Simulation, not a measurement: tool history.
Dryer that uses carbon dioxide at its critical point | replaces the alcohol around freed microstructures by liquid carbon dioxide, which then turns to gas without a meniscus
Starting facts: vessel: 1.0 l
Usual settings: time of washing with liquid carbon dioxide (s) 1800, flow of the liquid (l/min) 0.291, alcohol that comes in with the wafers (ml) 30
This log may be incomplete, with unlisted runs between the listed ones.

run   hour  time of washing with liquid carbon dioxide (s)  flow of the liquid (l/min)  alcohol that comes in with the wafers (ml)  alcohol left in the vessel before it's heated (ppm by volume)
  1      0                                            1800                       0.291                                          30                                                             62
  2    5.4                                            1800                       0.469                                          30                                                              5
  3   11.2                                            1800                       0.291                                          32                                                             51
  4   16.4                                            1800                       0.291                                          32                                                             53
  5   25.3                                            1800                       0.291                                          30                                                             52
  6     36                                            1800                       0.291                                          30                                                             55
  7   42.5                                            2520                       0.291                                          30                                                             21
  8   52.4                                            1800                       0.291                                          30                                                             51
  9   57.1                                            1800                       0.291                                          30                                                             58
 10   67.4                                            1800                       0.291                                          30                                                             60
 11   75.2                                            1800                       0.415                                          30                                                             18
 12   82.4                                            1800                       0.415                                          30                                                             11
 13   93.5                                            2700                       0.222                                          29                                                             33
 14    100                                            2700                       0.466                                          29                                                             19
 15    107                                            2700                       0.466                                          29                                                             15
 16  115.5                                            2580                       0.466                                          29                                                              8
 17  122.4                                            2700                       0.418                                          30                                                              8
 18  131.1                                            2700                       0.418                                          30                                                             12
 19  139.4                                            1800                       0.233                                          27                                                            205
 20  150.3                                            1740                       0.208                                          61                                                            893

Run 21 comes next. What will it give?
 21  158.8                                            1740                       0.208                                          61                                                              ?

alcohol left in the vessel before it's heated (ppm by volume): 879
Were there no unlogged condition in the tool, this run, its random variation unchanged, would have produced alcohol left in the vessel before it's heated (ppm by volume) 631.
